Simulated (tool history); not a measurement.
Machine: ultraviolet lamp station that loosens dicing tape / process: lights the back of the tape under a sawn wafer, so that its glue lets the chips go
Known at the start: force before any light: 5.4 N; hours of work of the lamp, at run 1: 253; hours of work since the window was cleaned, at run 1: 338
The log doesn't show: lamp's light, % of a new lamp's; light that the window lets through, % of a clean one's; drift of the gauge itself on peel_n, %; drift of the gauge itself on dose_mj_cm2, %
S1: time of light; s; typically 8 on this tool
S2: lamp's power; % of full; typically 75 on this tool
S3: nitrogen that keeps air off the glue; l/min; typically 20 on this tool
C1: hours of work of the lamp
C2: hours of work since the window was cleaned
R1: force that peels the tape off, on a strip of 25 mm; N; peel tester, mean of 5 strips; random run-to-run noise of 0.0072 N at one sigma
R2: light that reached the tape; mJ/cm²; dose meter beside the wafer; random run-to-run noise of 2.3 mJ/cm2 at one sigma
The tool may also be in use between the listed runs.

run   hour  S1  S2  S3   C1   C2     R1   R2
  1    0.0   8  75  20  253  338  0.363  184
  2   23.0   8  75   8  271  356  0.733  177
      36.0  -- window cleaned of glue's vapour
  3   50.9   8  75   8  293   12  0.852  166
  4   73.6   8  96   8  311   30  0.591  208
  5  108.6   8  96   8  339   58  0.638  199
  6  135.3   8  70  20  361   79  0.556  144
  7  170.6   5  70  20  389  108  1.206   87
  8  200.7   8  75  20  413  132  0.528  149
  9  227.1   8  75  20  434  153  0.557  142
     243.6  -- window cleaned of glue's vapour, once more
 10  256.8   8  75  20  457   11  0.323  196
 11  286.8   8  77  20  481   35  0.332  197
 12  318.7   8  75   6  507   60  0.820  185
 13  341.0   8  75  20  525   78  0.355  184
 14  362.6   8  75  26  542   95  0.312  183
 15  386.0   8  75  26  561  114  0.325  180
 16  416.8   8  75  26  585  138  0.347  174
 17  441.7   5  67  31  605  158  0.825   98
 18  477.3   8  75   7  634  187  0.905  167

Predict the results of run 19:
 19  499.9  13  75   8  652  205   ?   ?

R1: 0.378 N
R2: 269 mJ/cm²
With the hidden condition absent and the run-to-run variation left alone, this run would have shown R1 0.241 N, R2 385 mJ/cm².
